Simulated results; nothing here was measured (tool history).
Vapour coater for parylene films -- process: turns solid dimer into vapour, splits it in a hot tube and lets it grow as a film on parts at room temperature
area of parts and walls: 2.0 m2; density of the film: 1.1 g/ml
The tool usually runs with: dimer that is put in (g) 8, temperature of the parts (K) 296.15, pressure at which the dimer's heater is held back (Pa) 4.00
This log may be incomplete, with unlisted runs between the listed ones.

| run | hour | dimer that is put in (g) | temperature of the parts (K) | pressure at which the dimer's heater is held back (Pa) | thickness of the film (nm) |
|---|---|---|---|---|---|
| 1 | 0.0 | 8 | 296.15 | 4.00 | 1700 |
| 2 | 9.7 | 8 | 296.15 | 4.00 | 1750 |
| 3 | 24.8 | 8 | 296.15 | 4.00 | 1710 |
| 4 | 42.9 | 8 | 296.15 | 4.00 | 1700 |
| 5 | 63.5 | 8 | 296.15 | 4.00 | 1690 |
| 6 | 78.8 | 8 | 296.15 | 4.00 | 1690 |
| 7 | 101.0 | 8 | 296.15 | 4.00 | 1700 |
| 8 | 111.8 | 5 | 291.15 | 4.00 | 1250 |
| 9 | 130.5 | 5 | 291.15 | 4.00 | 1270 |
| 10 | 151.8 | 5 | 291.15 | 4.00 | 1270 |
| 11 | 170.4 | 8 | 291.15 | 10.39 | 1660 |

Forecast run 12:
| 12 | 189.4 | 8 | 296.15 | 4.00 | ? |

{"run 12": {"thickness of the film (nm)": 1650}}
Take away the tool's hidden state, keep the run-to-run variation as it was, and the same run would have given thickness of the film (nm) 1750.
